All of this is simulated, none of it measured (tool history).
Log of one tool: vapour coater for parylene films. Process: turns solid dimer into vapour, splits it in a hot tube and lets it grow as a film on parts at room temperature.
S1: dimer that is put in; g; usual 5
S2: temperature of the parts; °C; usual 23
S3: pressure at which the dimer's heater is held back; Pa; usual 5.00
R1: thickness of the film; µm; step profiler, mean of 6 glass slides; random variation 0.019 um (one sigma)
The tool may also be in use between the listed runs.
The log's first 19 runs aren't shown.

run 20 hour=304.3 | S1=5 S2=30 S3=3.89 | R1=1.95
run 21 hour=326.4 | S1=5 S2=30 S3=3.89 | R1=1.97
run 22 hour=346.3 | S1=5 S2=23 S3=4.39 | R1=2.38
run 23 hour=360.5 | S1=5 S2=23 S3=4.39 | R1=2.33
run 24 hour=371.3 | S1=5 S2=23 S3=4.39 | R1=2.34
run 25 hour=386.3 | S1=3 S2=28 S3=2.93 | R1=1.34
run 26 hour=397.0 | S1=3 S2=34 S3=2.93 | R1=1.11
run 27 hour=418.1 | S1=3 S2=34 S3=2.93 | R1=1.10
run 28 hour=441.0 | S1=3 S2=34 S3=2.93 | R1=1.09
run 29 hour=451.7 | S1=3 S2=35 S3=5.00 | R1=0.94
run 30 hour=471.2 | S1=3 S2=35 S3=5.00 | R1=0.95
run 31 hour=492.8 | S1=4 S2=23 S3=5.77 | R1=1.77
run 32 hour=506.9 | S1=5 S2=23 S3=5.77 | R1=2.21
run 33 hour=520.7 | S1=6 S2=25 S3=9.92 | R1=2.14
run 34 hour=539.5 | S1=6 S2=31 S3=9.92 | R1=1.75
run 35 hour=556.8 | S1=6 S2=31 S3=9.92 | R1=1.77
run 36 hour=566.3 | S1=5 S2=27 S3=2.36 | R1=2.35

The next listed run, before its measurement:
run 37 hour=581.0 | S1=5 S2=29 S3=9.31 | R1=?

R1: 1.59 µm
Without the tool's hidden state the same run would have given R1 1.65 µm.
